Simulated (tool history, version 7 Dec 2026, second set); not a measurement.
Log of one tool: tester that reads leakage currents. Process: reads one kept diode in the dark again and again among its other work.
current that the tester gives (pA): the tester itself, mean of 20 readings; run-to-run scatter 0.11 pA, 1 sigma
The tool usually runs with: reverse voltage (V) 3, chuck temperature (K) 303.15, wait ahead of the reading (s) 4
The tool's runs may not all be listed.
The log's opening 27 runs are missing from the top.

run	day	reverse voltage (V)	chuck temperature (K)	wait ahead of the reading (s)	hours of work since the probe card was cleaned	hours of work since the tester was calibrated	hours of work since the chuck was calibrated	current that the tester gives (pA)
28	126.942	10.96	297.15	4	682	101	640	38.74
29	131.542	5.11	313.15	4	756	175	714	88.3
30	135.358	5.11	313.15	4	818	237	775	87.94
# day 141.158: chuck's temperature calibrated
31	141.217	5.11	313.15	4	911	330	1	88.55
32	145.292	3.43	312.15	0.93	976	395	67	66
33	151.717	3.43	312.15	0.93	1080	499	170	66.2
34	155.762	3.43	312.15	0.93	1145	564	235	66.3
35	159.854	5.45	306.15	4	1211	630	301	53.68
36	162.721	5.45	306.15	4	1257	676	347	53.96
37	166.238	5.45	327.15	4	1313	733	404	244.3
38	170.108	5.45	327.15	4	1376	795	466	245.62
39	175.254	5.45	327.15	4	1459	878	549	245.11

Predict each of these 3 candidate next runs independently; none follows another, all start after run 39:
A	177.942	1.37	303.15	4	1502	921	592	?
B	177.942	13.17	303.15	4	1502	921	592	?
C	177.942	16.53	306.15	4	1502	921	592	?

run	current that the tester gives (pA)
A	20.21
B	69.53
C	98.98
Stripped of hidden state, with their random variation kept, the same runs would have yielded:
run	current that the tester gives (pA)
A	20.2
B	69.46
C	98.9
